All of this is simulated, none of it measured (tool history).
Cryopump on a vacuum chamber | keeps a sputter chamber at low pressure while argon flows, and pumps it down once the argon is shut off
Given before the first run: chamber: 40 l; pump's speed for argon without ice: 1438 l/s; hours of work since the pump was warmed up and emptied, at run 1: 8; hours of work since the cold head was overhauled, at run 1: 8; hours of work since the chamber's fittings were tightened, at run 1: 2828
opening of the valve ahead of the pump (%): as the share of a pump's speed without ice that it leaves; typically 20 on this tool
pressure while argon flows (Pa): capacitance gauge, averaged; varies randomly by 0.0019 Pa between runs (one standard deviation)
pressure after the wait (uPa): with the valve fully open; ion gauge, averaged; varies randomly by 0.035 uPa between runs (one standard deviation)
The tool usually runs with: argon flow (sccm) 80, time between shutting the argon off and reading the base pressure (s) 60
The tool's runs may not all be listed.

run	hour	argon flow (sccm)	time between shutting the argon off and reading the base pressure (s)	opening of the valve ahead of the pump (%)	hours of work since the pump was warmed up and emptied	hours of work since the cold head was overhauled	hours of work since the chamber's fittings were tightened	pressure while argon flows (Pa)	pressure after the wait (uPa)
1	0	80	60	20	8	8	2828	0.4703	3.63
2	16.4	80	60	20	21	21	2841	0.4714	3.66
3	27.7	80	60	20	31	31	2851	0.4689	3.69
4	46.1	80	60	20	46	46	2866	0.4725	3.73
5	56.2	80	60	20	54	54	2874	0.4721	3.57
6	65.8	80	88	20	62	62	2882	0.4755	3.14
7	79.2	80	88	20	73	73	2893	0.4709	3.25
8	91.3	80	60	16	83	83	2903	0.5915	3.71
9	111.3	80	60	20	99	99	2919	0.4802	3.7
10	130.3	80	60	20	115	115	2935	0.4729	3.72
11	140.2	80	60	20	123	123	2943	0.4787	3.78
12	157.9	80	60	20	138	138	2958	0.4769	3.84
13	168.6	80	60	20	146	146	2966	0.4748	3.76
14	190	80	60	20	164	164	2984	0.4769	3.92
15	212	35	60	20	182	182	3002	0.2076	3.84
16	226.2	80	60	20	194	194	3014	0.4784	3.86
17	245.1	80	60	20	209	209	3029	0.4836	3.99
18	257.6	70	60	20	219	219	3039	0.4189	3.95
19	274.3	70	202	17	233	233	3053	0.4931	2.79
20	295.8	50	87	20	251	251	3071	0.3027	3.52
21	313	54	78	21	265	265	3085	0.3098	3.65
22	334.3	54	143	47	282	282	3102	0.144	3.08
23	353.8	80	60	49	298	298	3118	0.2061	4.16
24	363.9	80	23	25	307	307	3127	0.3906	6.94
25	374.5	80	23	25	315	315	3135	0.3928	6.83
26	387.7	40	60	56	326	326	3146	0.0923	4.09
27	397.3	80	56	24	334	334	3154	0.4083	4.24
28	414.7	140	49	20	349	349	3169	0.8501	4.49
29	436.6	40	60	20	366	366	3186	0.2425	4.17
30	457.6	40	60	20	384	384	3204	0.2449	4.2
31	469.8	89	78	19	394	394	3214	0.5726	3.94
32	492.1	89	78	19	412	412	3232	0.577	3.9
33	506	129	80	31	424	424	3244	0.5207	3.9
34	516.1	80	145	19	432	432	3252	0.5198	3.37
35	538.6	80	145	19	450	450	3270	0.519	3.4

Consider 3 possible next runs. They are alternatives, not a sequence: every one starts from the tool as it was left by run 35. What does each give?
A	556.3	116	48	34	465	465	3285	?	?
B	556.3	88	97	45	465	465	3285	?	?
C	556.3	80	49	19	465	465	3285	?	?

run	pressure while argon flows (Pa)	pressure after the wait (uPa)
A	0.4354	4.83
B	0.2562	3.79
C	0.5204	4.74
Take away the tool's hidden state, keep each run's random variation, and the runs would have read:
run	pressure while argon flows (Pa)	pressure after the wait (uPa)
A	0.4009	2.36
B	0.23	1.29
C	0.4965	2.31
